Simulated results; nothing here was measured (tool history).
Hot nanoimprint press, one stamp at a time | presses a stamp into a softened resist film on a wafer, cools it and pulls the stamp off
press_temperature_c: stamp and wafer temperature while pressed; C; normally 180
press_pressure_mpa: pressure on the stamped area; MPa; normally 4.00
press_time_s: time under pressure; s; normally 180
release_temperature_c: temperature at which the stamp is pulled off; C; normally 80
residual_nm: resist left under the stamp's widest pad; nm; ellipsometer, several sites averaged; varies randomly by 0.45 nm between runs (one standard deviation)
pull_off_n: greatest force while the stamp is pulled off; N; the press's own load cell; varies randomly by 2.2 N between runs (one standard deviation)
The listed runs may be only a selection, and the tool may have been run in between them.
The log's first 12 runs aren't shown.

run	day	press_temperature_c	press_pressure_mpa	press_time_s	release_temperature_c	residual_nm	pull_off_n
# day 9.483: gauge calibrated
13	10.121	180	4.00	180	73	177.4	106
14	10.629	180	4.00	180	73	176.6	108
15	11.458	180	4.00	180	73	178.1	104
16	12.329	180	4.00	180	73	178.4	105
17	13.125	186	4.00	192	73	141.0	102
18	13.796	172	3.51	192	73	253.9	105
19	14.717	168	3.51	192	87	293.2	96
20	15.162	186	3.43	192	87	154.5	99
21	15.762	183	4.01	180	80	160.0	101
22	16.354	180	5.65	171	72	149.8	106
23	17.067	189	4.99	106	77	140.1	103
# day 17.954: stamp cleaned and given a new release coat
24	18.042	189	4.99	106	77	140.9	102
25	18.612	171	4.41	141	72	260.9	106
26	19.550	171	4.41	141	72	262.1	100
27	20.288	178	2.69	126	70	272.8	108
28	21.017	179	3.67	334	70	158.6	106
29	21.458	176	3.69	136	80	243.7	99
30	21.942	176	3.69	136	80	243.4	102

Alternative continuations, all from the tool just after run 30; predict every row:
A	22.375	176	3.91	117	80	?	?
B	22.375	176	6.02	136	80	?	?
C	22.375	180	4.00	180	76	?	?

run	residual_nm	pull_off_n
A	249.3	104
B	186.3	99
C	181.6	101
With the hidden condition removed and each run's random variation left untouched, the same runs would have given:
run	residual_nm	pull_off_n
A	241.8	103
B	180.7	99
C	176.2	101

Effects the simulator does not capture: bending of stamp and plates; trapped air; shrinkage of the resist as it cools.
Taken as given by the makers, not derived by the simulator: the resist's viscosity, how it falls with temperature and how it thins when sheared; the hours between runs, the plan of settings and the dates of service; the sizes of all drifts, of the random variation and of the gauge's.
